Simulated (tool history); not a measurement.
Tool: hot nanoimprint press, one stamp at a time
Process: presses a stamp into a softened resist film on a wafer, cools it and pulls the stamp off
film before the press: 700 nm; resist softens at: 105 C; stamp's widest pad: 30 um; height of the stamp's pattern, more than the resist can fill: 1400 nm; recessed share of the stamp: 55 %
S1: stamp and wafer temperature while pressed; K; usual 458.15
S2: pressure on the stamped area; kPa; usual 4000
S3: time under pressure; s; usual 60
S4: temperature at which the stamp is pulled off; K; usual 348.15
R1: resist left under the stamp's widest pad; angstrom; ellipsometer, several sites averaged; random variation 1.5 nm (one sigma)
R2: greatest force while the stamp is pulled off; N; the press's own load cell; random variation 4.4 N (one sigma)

run	hour	S1	S2	S3	S4	R1	R2
1	0.0	458.15	4000	60	348.15	2560	241
2	63.2	458.15	4000	60	348.15	2540	256
3	130.4	458.15	4000	60	348.15	2570	252
4	173.4	458.15	4000	60	348.15	2587	252
5	228.3	458.15	4000	107	348.15	2046	268
# hour 291.6: stamp cleaned and given a new release coat
6	303.8	458.15	4000	107	348.15	2063	216
7	334.0	458.15	4000	107	348.15	2063	226
8	382.9	458.15	4000	60	348.15	2631	219
# hour 398.1: plate thermocouple calibrated
9	440.1	458.15	4000	60	348.15	2502	229
# hour 468.7: press's hydraulic seals changed and the load cell set to zero
10	486.3	458.15	4000	60	348.15	2435	227
11	557.7	458.15	4000	60	348.15	2461	232
12	622.9	458.15	4000	60	348.15	2466	245
13	666.6	458.15	4000	60	348.15	2468	249
14	729.7	458.15	4000	60	348.15	2496	252

Run 15 comes next. What will it give?
15	782.1	458.15	4000	43	340.15	?	?

{"run 15": {"R1": 2871, "R2": 309}}
Without the tool's hidden state the same run would have given R1 2818 angstrom, R2 256 N.

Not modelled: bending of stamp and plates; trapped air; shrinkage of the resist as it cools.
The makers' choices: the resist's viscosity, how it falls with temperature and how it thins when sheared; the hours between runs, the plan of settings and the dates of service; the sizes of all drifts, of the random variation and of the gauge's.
